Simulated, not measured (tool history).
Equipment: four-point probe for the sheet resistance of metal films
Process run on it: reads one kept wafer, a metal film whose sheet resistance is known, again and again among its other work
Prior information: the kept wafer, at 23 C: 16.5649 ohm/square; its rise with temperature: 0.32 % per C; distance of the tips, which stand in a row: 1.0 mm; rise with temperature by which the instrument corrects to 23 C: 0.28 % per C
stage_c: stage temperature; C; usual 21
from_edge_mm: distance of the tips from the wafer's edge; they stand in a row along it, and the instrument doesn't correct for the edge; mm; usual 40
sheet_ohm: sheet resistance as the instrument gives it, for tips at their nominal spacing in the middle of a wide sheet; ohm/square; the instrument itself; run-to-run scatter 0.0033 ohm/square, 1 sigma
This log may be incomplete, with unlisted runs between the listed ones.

run 1 hour=0 | stage_c=21 from_edge_mm=40 | sheet_ohm=16.62173
run 2 hour=45.7 | stage_c=21 from_edge_mm=40 | sheet_ohm=16.624093
run 3 hour=104.8 | stage_c=21 from_edge_mm=7 | sheet_ohm=16.811164
run 4 hour=157.1 | stage_c=21 from_edge_mm=40 | sheet_ohm=16.633598
run 5 hour=205.9 | stage_c=21 from_edge_mm=40 | sheet_ohm=16.641989
run 6 hour=269.9 | stage_c=21 from_edge_mm=40 | sheet_ohm=16.639717
run 7 hour=358.1 | stage_c=21 from_edge_mm=40 | sheet_ohm=16.650446
run 8 hour=432.7 | stage_c=21 from_edge_mm=40 | sheet_ohm=16.652515
run 9 hour=498.8 | stage_c=21 from_edge_mm=40 | sheet_ohm=16.664547
run 10 hour=586.8 | stage_c=21 from_edge_mm=40 | sheet_ohm=16.666609
run 11 hour=681.9 | stage_c=21 from_edge_mm=40 | sheet_ohm=16.68262
run 12 hour=773.5 | stage_c=21 from_edge_mm=72 | sheet_ohm=16.68262
run 13 hour=858 | stage_c=21 from_edge_mm=72 | sheet_ohm=16.688213
run 14 hour=922.7 | stage_c=34 from_edge_mm=40 | sheet_ohm=16.770466
run 15 hour=995.3 | stage_c=23 from_edge_mm=40 | sheet_ohm=16.720159
run 16 hour=1065.2 | stage_c=24 from_edge_mm=31 | sheet_ohm=16.728744

Predict the results of run 17:
run 17 hour=1152.6 | stage_c=21 from_edge_mm=40 | sheet_ohm=?

{"run 17": {"sheet_ohm": 16.717075}}
If the tool had no hidden condition, the same run with the same run-to-run variation would have returned sheet_ohm 16.557668 ohm/square.
